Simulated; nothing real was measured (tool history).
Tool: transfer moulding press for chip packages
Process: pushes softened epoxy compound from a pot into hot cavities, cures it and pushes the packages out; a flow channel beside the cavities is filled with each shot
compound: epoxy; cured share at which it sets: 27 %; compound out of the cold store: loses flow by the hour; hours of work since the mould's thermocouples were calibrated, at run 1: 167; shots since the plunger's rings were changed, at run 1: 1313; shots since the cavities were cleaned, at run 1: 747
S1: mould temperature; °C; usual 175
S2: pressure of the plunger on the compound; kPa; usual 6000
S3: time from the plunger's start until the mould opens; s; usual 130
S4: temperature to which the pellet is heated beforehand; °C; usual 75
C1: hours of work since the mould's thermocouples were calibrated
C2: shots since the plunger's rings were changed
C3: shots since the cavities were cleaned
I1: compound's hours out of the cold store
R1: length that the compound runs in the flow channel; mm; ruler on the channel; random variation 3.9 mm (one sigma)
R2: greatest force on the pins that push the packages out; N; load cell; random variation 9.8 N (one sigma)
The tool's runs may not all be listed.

run	day	S1	S2	S3	S4	C1	C2	C3	I1	R1	R2
1	0	175	6000	130	75	167	1313	747	46.9	782	723
2	1.071	175	6000	130	75	186	1581	1015	13.2	960	823
# day 1.621: cavities cleaned with cleaning compound and waxed
3	2.146	175	6000	130	75	203	1834	131	18.2	929	530
4	3.725	175	5490	130	75	230	2229	526	46.6	741	653
5	5.167	175	6000	130	75	255	2589	886	11.2	961	818
6	5.967	175	6000	130	75	269	2790	1087	44.8	776	762
# day 6.238: cavities cleaned with cleaning compound and waxed
7	7.342	175	6000	130	75	291	3119	277	36.7	821	603
8	8.979	175	6000	130	75	319	3527	685	10.3	952	761
9	10.475	175	6000	130	75	345	3902	1060	21.9	881	839
# day 10.908: cavities cleaned with cleaning compound and waxed
10	11.554	175	6000	125	75	362	4157	162	23.6	868	603
11	13.033	175	6000	125	75	388	4527	532	23.5	861	759
12	14.296	175	6000	125	75	409	4842	847	16.7	898	841
13	15.279	175	6000	125	75	426	5088	1093	26.8	837	893
# day 15.596: cavities cleaned with cleaning compound and waxed
14	16.675	175	6000	125	75	449	5422	270	23.3	854	667
15	17.975	178	6150	117	68	472	5747	595	25.6	834	726
16	19.612	178	6150	117	68	500	6157	1005	41.6	762	805
# day 20.254: cavities cleaned with cleaning compound and waxed
17	20.658	174	6150	117	68	517	6402	101	28.9	833	738
# day 21.079: plunger's sealing rings changed
18	21.75	175	6570	130	66	534	168	349	42.3	858	632
19	23.171	175	6570	130	77	558	523	704	9.8	1033	818
# day 24.942: cavities cleaned with cleaning compound and waxed
20	24.942	177	5520	147	84	587	951	0	25.4	848	375
21	25.708	175	5100	130	83	600	1142	191	19.3	853	562
22	27.371	175	6000	143	69	629	1558	607	44.2	790	636
23	28.746	175	7340	128	75	653	1902	951	23.7	986	841
# day 29.554: cavities cleaned with cleaning compound and waxed
24	29.554	175	7340	128	75	665	2089	0	38.3	906	466
25	30.608	175	7340	128	75	683	2352	263	38.7	902	640
26	32.192	175	7340	128	75	711	2749	660	14.4	1038	830
27	32.975	175	7340	128	75	724	2945	856	33.1	925	801
# day 34.183: cavities cleaned with cleaning compound and waxed
28	34.725	172	5420	130	75	753	3367	136	36.9	781	675

Forecast each of these 3 alternatives for the next run:
A	35.917	172	5420	115	75	773	3665	434	45.3	?	?
B	35.917	168	5420	130	81	773	3665	434	32.1	?	?
C	35.917	172	6270	135	70	773	3665	434	35	?	?

run	R1	R2
A	737	1017
B	816	1124
C	846	793
Without the tool's hidden state the same runs would have given:
run	R1	R2
A	772	609
B	853	671
C	885	481
